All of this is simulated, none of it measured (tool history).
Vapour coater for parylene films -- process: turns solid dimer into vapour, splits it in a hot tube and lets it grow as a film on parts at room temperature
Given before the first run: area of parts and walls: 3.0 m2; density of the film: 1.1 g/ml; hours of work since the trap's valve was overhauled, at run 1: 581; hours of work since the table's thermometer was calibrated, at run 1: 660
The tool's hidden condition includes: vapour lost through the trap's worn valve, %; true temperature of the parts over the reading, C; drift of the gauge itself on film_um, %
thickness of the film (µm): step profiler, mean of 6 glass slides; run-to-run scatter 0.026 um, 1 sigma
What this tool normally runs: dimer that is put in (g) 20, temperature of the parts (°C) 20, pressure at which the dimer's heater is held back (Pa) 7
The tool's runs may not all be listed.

run     day  dimer that is put in (g)  temperature of the parts (°C)  pressure at which the dimer's heater is held back (Pa)  hours of work since the trap's valve was overhauled  hours of work since the table's thermometer was calibrated  thickness of the film (µm)
  1       0                        20                             20                                                       7                                                  581                                                         660                        2.89
  2   0.754                        20                             20                                                       7                                                  593                                                         672                        2.87
  3   1.417                        20                             20                                                       7                                                  603                                                         683                        2.89
  4   2.196                        20                             20                                                       7                                                  616                                                         695                        2.86
       3.25  -- trap's valve overhauled
  5    3.25                        20                             20                                                       7                                                    0                                                         710                        2.69
  6   4.183                        20                             23                                                       7                                                   15                                                         725                        2.38
       5.45  -- trap's valve overhauled, once more
  7   5.475                        20                             20                                                       7                                                    0                                                         743                        3.17
  8   6.654                        20                             20                                                       7                                                   19                                                         761                        3.09
  9   7.142                        20                             29                                                       7                                                   27                                                         769                        2.18
 10   7.633                        20                             20                                                       7                                                   35                                                         777                        3.07
 11   8.754                        20                             20                                                       7                                                   53                                                         795                        3.11
 12   9.704                        20                             20                                                       7                                                   68                                                         810                        3.01
 13  10.538                        20                             20                                                       7                                                   81                                                         824                         3.1
 14  11.275                        20                             20                                                    2.07                                                   93                                                         835                        3.41
 15  11.846                        20                             23                                                       7                                                  102                                                         845                        2.69
 16  12.533                        20                             20                                                       7                                                  113                                                         856                        3.04
 17  13.638                        20                             13                                                       7                                                  131                                                         873                        4.03
 18  14.704                        20                             13                                                       7                                                  148                                                         890                        4.06
 19   15.55                        21                             13                                                   10.44                                                  162                                                         904                         4.1
 20  16.358                        21                             13                                                   10.44                                                  175                                                         917                        4.09
 21  16.942                        10                             13                                                   10.44                                                  184                                                         926                        1.92
 22  18.021                        16                             19                                                    4.02                                                  201                                                         943                        2.66
 23  19.083                        16                             19                                                    4.02                                                  218                                                         960                        2.62
 24  19.788                        20                             26                                                       7                                                  229                                                         972                        2.29
 25   20.75                        19                             28                                                      11                                                  245                                                         987                        1.96
 26  21.525                        19                             28                                                      11                                                  257                                                         999                        1.95
 27  22.088                        20                             13                                                    4.02                                                  266                                                        1008                        4.18
 28      23                        31                             32                                                    5.81                                                  281                                                        1023                         2.9
 29  23.679                        31                             32                                                    5.81                                                  292                                                        1034                        2.86
 30  24.279                        13                             12                                                    8.49                                                  301                                                        1043                        2.59
 31  24.875                        20                             20                                                    6.99                                                  311                                                        1053                        2.93
 32  25.579                        16                             16                                                    2.63                                                  322                                                        1064                        3.02
 33  26.438                        14                             15                                                    2.56                                                  336                                                        1078                        2.74
 34  27.125                        24                             15                                                    2.56                                                  347                                                        1089                        4.78
 35  28.233                        24                             22                                                    6.48                                                  364                                                        1107                        3.27

Below, some changes in thickness of the film (µm) between adjacent runs. For each, the amount present without the hidden state too (settings, incoming material, random variation) and the amount remaining for the hidden state with gauge scatter not shared by both compared results:
Run 6 -> 7: temperature of the parts (°C) 23 -> 20, trap's valve overhauled, once more. thickness of the film (µm) +0.79: hidden state +0.36, all else +0.43.
Run 20 -> 21: dimer that is put in (g) 21 -> 10. thickness of the film (µm) -2.17: hidden state +0.12, all else -2.29.
Run 26 -> 27: dimer that is put in (g) 19 -> 20, temperature of the parts (°C) 28 -> 13, pressure at which the dimer's heater is held back (Pa) 11 -> 4.02. thickness of the film (µm) +2.23: hidden state -0.16, all else +2.39.
Run 33 -> 34: dimer that is put in (g) 14 -> 24. thickness of the film (µm) +2.04: hidden state -0.17, all else +2.21.

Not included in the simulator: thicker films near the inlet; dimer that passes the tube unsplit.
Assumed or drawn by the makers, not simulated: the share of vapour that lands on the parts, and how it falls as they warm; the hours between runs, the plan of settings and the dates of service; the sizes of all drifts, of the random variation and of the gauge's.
